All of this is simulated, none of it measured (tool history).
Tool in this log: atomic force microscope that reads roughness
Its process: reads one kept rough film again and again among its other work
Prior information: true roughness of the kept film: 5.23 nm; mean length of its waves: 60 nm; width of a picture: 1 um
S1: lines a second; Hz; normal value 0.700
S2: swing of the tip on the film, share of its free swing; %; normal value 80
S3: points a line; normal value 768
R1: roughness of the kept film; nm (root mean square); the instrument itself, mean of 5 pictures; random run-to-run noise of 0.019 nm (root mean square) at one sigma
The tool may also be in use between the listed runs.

Run 1, day 0.000: usual settings. Result: R1 4.701 nm (root mean square).
Run 2, day 0.817: usual settings. Result: R1 4.700 nm (root mean square).
Run 3, day 1.396: usual settings. Result: R1 4.733 nm (root mean square).
Run 4, day 1.958: usual settings but S1 3.973 Hz. Result: R1 3.917 nm (root mean square).
Run 5, day 2.638: usual settings but S1 3.973 Hz. Result: R1 3.895 nm (root mean square).
Run 6, day 3.083: usual settings. Result: R1 4.728 nm (root mean square).
Run 7, day 3.675: usual settings. Result: R1 4.714 nm (root mean square).
Run 8, day 4.221: usual settings but S1 0.970 Hz. Result: R1 4.632 nm (root mean square).
Run 9, day 4.779: usual settings but S1 0.970 Hz. Result: R1 4.616 nm (root mean square).
At day 5.058: new tip fitted.
Run 10, day 5.258: usual settings but S1 1.026 Hz. Result: R1 4.626 nm (root mean square).
Run 11, day 5.846: usual settings but S1 1.026 Hz, S3 720. Result: R1 4.626 nm (root mean square).
Run 12, day 6.621: usual settings but S2 87 %. Result: R1 4.644 nm (root mean square).
Run 13, day 7.242: usual settings but S2 87 %. Result: R1 4.677 nm (root mean square).
Run 14, day 8.079: usual settings. Result: R1 4.703 nm (root mean square).
Run 15, day 8.904: usual settings. Result: R1 4.702 nm (root mean square).
Run 16, day 9.396: usual settings. Result: R1 4.696 nm (root mean square).
Run 17, day 9.988: usual settings. Result: R1 4.691 nm (root mean square).
Run 18, day 10.567: usual settings but S1 2.793 Hz. Result: R1 4.175 nm (root mean square).
Run 19, day 11.433: usual settings but S3 272. Result: R1 4.691 nm (root mean square).
Run 20, day 12.058: usual settings but S3 272. Result: R1 4.721 nm (root mean square).
Run 21, day 12.746: usual settings but S3 272. Result: R1 4.716 nm (root mean square).
Run 22, day 13.246: usual settings. Result: R1 4.686 nm (root mean square).
Run 23, day 13.750: usual settings. Result: R1 4.703 nm (root mean square).
Run 24, day 14.208: usual settings but S1 2.477 Hz, S2 69 %, S3 279. Result: R1 4.500 nm (root mean square).
Run 25, day 15.133: usual settings but S2 66 %. Result: R1 4.815 nm (root mean square).
Run 26, day 15.912: usual settings but S1 2.551 Hz, S2 66 %, S3 412. Result: R1 4.583 nm (root mean square).
Run 27, day 16.633: usual settings but S1 0.770 Hz, S2 66 %. Result: R1 4.851 nm (root mean square).
Run 28, day 17.425: usual settings but S1 0.770 Hz, S2 66 %. Result: R1 4.824 nm (root mean square).
Run 29, day 18.333: usual settings but S1 2.902 Hz, S3 682. Result: R1 4.128 nm (root mean square).
Run 30, day 19.267: usual settings but S1 2.902 Hz, S3 682. Result: R1 4.160 nm (root mean square).
Run 31, day 19.962: usual settings but S1 0.585 Hz, S3 383. Result: R1 4.763 nm (root mean square).
At day 20.467: new tip fitted.
Run 32, day 20.825: usual settings but S1 0.798 Hz, S2 89 %, S3 324. Result: R1 4.555 nm (root mean square).
Run 33, day 21.250: usual settings but S1 2.830 Hz, S2 58 %, S3 323. Result: R1 4.697 nm (root mean square).
Run 34, day 21.654: usual settings but S1 2.830 Hz, S2 58 %, S3 323. Result: R1 4.721 nm (root mean square).
Run 35, day 22.500: usual settings but S1 0.640 Hz, S2 58 %, S3 908. Result: R1 4.863 nm (root mean square).
Run 36, day 23.071: usual settings but S1 1.732 Hz, S2 77 %, S3 352. Result: R1 4.486 nm (root mean square).
Run 37, day 23.633: usual settings but S1 1.732 Hz, S2 86 %, S3 352. Result: R1 4.252 nm (root mean square).
Run 38, day 24.392: usual settings but S1 3.600 Hz, S2 72 %, S3 352. Result: R1 4.264 nm (root mean square).
Run 39, day 25.042: usual settings but S1 0.896 Hz, S2 62 %, S3 497. Result: R1 4.760 nm (root mean square).
Run 40, day 25.808: usual settings but S2 87 %, S3 631. Result: R1 4.603 nm (root mean square).
Run 41, day 26.508: usual settings but S2 87 %, S3 631. Result: R1 4.621 nm (root mean square).
Run 42, day 27.400: usual settings but S1 2.003 Hz, S3 418. Result: R1 4.336 nm (root mean square).
Run 43, day 27.804: usual settings but S3 364. Result: R1 4.702 nm (root mean square).
Run 44, day 28.696: usual settings but S3 364. Result: R1 4.721 nm (root mean square).
Run 45, day 29.358: usual settings but S1 1.570 Hz, S3 329. Result: R1 4.490 nm (root mean square).

Forecast each of these 3 alternatives for the next run:
Run A, day 30.021: usual settings but S1 3.966 Hz, S3 329. Result: R1 ?.
Run B, day 30.021: usual settings but S1 2.719 Hz, S2 71 %, S3 301. Result: R1 ?.
Run C, day 30.021: usual settings but S2 63 %. Result: R1 ?.

run     R1
  A  3.881
  B  4.377
  C  4.841
With the hidden condition removed and each run's random variation left untouched, the same runs would have given:
run     R1
  A  3.891
  B  4.388
  C  4.854
